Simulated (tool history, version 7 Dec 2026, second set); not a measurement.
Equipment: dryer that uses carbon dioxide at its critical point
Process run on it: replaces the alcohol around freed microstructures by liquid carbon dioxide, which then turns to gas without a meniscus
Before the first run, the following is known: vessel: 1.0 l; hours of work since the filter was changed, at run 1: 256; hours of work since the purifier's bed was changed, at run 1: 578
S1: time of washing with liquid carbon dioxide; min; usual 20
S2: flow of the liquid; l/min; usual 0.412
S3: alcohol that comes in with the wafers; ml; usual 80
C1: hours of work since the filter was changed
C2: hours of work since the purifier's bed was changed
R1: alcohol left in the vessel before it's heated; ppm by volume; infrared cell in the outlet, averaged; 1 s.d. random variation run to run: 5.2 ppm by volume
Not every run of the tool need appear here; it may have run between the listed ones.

run 1 day=0.000 | S1=20 S2=0.412 S3=80 | C1=256 C2=578 | R1=381
run 2 day=1.158 | S1=20 S2=0.412 S3=80 | C1=268 C2=589 | R1=387
run 3 day=2.033 | S1=23 S2=0.412 S3=80 | C1=277 C2=598 | R1=260
-- day=2.667 inlet filter changed
run 4 day=2.783 | S1=20 S2=0.412 S3=80 | C1=1 C2=605 | R1=278
run 5 day=3.762 | S1=20 S2=0.412 S3=80 | C1=11 C2=615 | R1=277
run 6 day=4.779 | S1=20 S2=0.271 S3=80 | C1=21 C2=625 | R1=1268
run 7 day=5.946 | S1=20 S2=0.271 S3=80 | C1=33 C2=637 | R1=1309
run 8 day=7.262 | S1=20 S2=0.271 S3=80 | C1=46 C2=651 | R1=1335
run 9 day=8.404 | S1=20 S2=0.271 S3=80 | C1=58 C2=662 | R1=1370
run 10 day=9.138 | S1=20 S2=0.271 S3=80 | C1=65 C2=670 | R1=1421
run 11 day=10.412 | S1=20 S2=0.271 S3=80 | C1=78 C2=682 | R1=1423
run 12 day=11.875 | S1=20 S2=0.271 S3=80 | C1=93 C2=697 | R1=1475
run 13 day=12.792 | S1=20 S2=0.271 S3=80 | C1=102 C2=706 | R1=1496
run 14 day=14.029 | S1=20 S2=0.271 S3=80 | C1=115 C2=719 | R1=1541
run 15 day=15.288 | S1=20 S2=0.560 S3=80 | C1=128 C2=732 | R1=213
run 16 day=16.238 | S1=13 S2=0.388 S3=31 | C1=137 C2=741 | R1=895
run 17 day=17.142 | S1=22 S2=0.412 S3=31 | C1=146 C2=750 | R1=232
run 18 day=17.808 | S1=31 S2=0.667 S3=21 | C1=153 C2=757 | R1=211
run 19 day=19.158 | S1=12 S2=0.335 S3=27 | C1=167 C2=771 | R1=1596
run 20 day=20.496 | S1=12 S2=0.335 S3=27 | C1=180 C2=784 | R1=1629
run 21 day=21.783 | S1=28 S2=0.311 S3=80 | C1=193 C2=797 | R1=361
run 22 day=23.271 | S1=12 S2=0.583 S3=58 | C1=208 C2=812 | R1=558
run 23 day=24.421 | S1=14 S2=0.519 S3=37 | C1=220 C2=824 | R1=406

Predict the results of run 24:
-- day=25.567 purifier's bed changed
run 24 day=25.746 | S1=17 S2=0.519 S3=46 | C1=232 C2=2 | R1=?

{"run 24": {"R1": 82}}
If the tool had no hidden condition, the same run with the same run-to-run variation would have returned R1 38 ppm by volume.

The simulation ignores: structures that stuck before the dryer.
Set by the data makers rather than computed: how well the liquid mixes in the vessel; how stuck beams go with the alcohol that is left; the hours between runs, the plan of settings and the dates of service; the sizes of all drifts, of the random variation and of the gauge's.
